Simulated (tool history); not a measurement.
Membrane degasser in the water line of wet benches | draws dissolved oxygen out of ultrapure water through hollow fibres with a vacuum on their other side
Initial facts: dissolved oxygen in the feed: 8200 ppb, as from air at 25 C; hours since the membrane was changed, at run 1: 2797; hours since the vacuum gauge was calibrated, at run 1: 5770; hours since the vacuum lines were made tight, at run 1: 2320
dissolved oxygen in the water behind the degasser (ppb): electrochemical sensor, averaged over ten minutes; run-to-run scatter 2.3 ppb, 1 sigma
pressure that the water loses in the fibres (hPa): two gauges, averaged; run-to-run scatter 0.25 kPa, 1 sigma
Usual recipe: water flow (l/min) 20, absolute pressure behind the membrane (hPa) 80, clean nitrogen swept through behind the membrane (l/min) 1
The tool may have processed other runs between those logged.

run,hour,water flow (l/min),absolute pressure behind the membrane (hPa),clean nitrogen swept through behind the membrane (l/min),hours since the membrane was changed,hours since the vacuum gauge was calibrated,hours since the vacuum lines were made tight,dissolved oxygen in the water behind the degasser (ppb),pressure that the water loses in the fibres (hPa)
1,0,20,80,1,2797,5770,2320,235.7,657.5
2,170.4,20,80,1,2968,5941,2491,237.2,656.7
3,304,20,80,1,3101,6074,2624,238,659.8
4,571.8,16,80,1,3369,6342,2892,193.5,527.1
5,779.8,20,80,0.69,3577,6550,3100,324.1,662.3
6,1024.8,20,80,0.69,3822,6795,3345,320.9,662.8
7,1246.9,20,80,0.69,4044,7017,3567,322.2,657.9
8,1365.4,20,80,0.69,4163,7136,3686,329.6,657.1
9,1545.2,20,80,0.69,4342,7315,3866,322.8,660.9
10,1730.5,20,80,0.69,4528,7501,4051,323.6,660
11,1868.9,20,80,0.69,4666,7639,4189,327.8,661
12,2108.6,20,80,0.69,4906,7879,4429,325.4,665.7
13,2279.1,20,80,0.69,5076,8049,4599,327.2,664
14,2429.6,20,80,0.69,5227,8200,4750,328.5,664.4
15,2551,20,80,0.69,5348,8321,4871,328.5,666
16,2759.1,20,80,0.69,5556,8529,5080,328.1,662.1
17,2874.4,26,80,0.69,5672,8645,5195,408.4,862.2
# hour 2894.9: vacuum gauge calibrated
18,3047.3,23,72.6,2.39,5844,152,5367,129.5,765.6
19,3263.3,23,72.6,2.39,6060,368,5583,129.5,767.4
20,3445.6,22,64.8,1,6242,551,5766,206.9,736.5
21,3617.1,27,152.9,0.93,6414,722,5937,747.7,898.9
# hour 3629.7: vacuum gauge calibrated, once more
22,3780.8,20,60.2,1.72,6577,151,6100,97.6,663
23,3898.4,13,55.7,1.03,6695,269,6218,76.5,434.9
24,4096.5,13,55.7,1.03,6893,467,6416,77.1,435.5
25,4241.2,26,54.9,1.49,7037,612,6561,128.4,875.6
26,4431.5,26,183.2,0.96,7228,802,6751,845.1,870.5
27,4652.8,20,49.6,1.1,7449,1023,6972,95.3,670
28,4893.4,17,97.8,0.84,7690,1264,7213,310.9,568.6
29,5023.5,31,104.4,0.43,7820,1394,7343,920.2,1045.5
30,5253.1,21,120.7,1.1,8049,1623,7572,392.8,704.3
31,5406.8,21,120.7,1.1,8203,1777,7726,397.4,709

Branching from run 31: 3 alternative next runs. What would each branch give?
A,5588.7,15,80.3,0.44,8385,1959,7908,?,?
B,5588.7,20,52.2,1,8385,1959,7908,?,?
C,5588.7,14,134.8,0.51,8385,1959,7908,?,?

run,dissolved oxygen in the water behind the degasser (ppb),pressure that the water loses in the fibres (hPa)
A,354.3,504.2
B,117.1,676.2
C,599.5,471.3
What these runs would have given with no unlogged condition in the tool:
run,dissolved oxygen in the water behind the degasser (ppb),pressure that the water loses in the fibres (hPa)
A,338.2,484.2
B,104,649.5
C,579.5,452.6
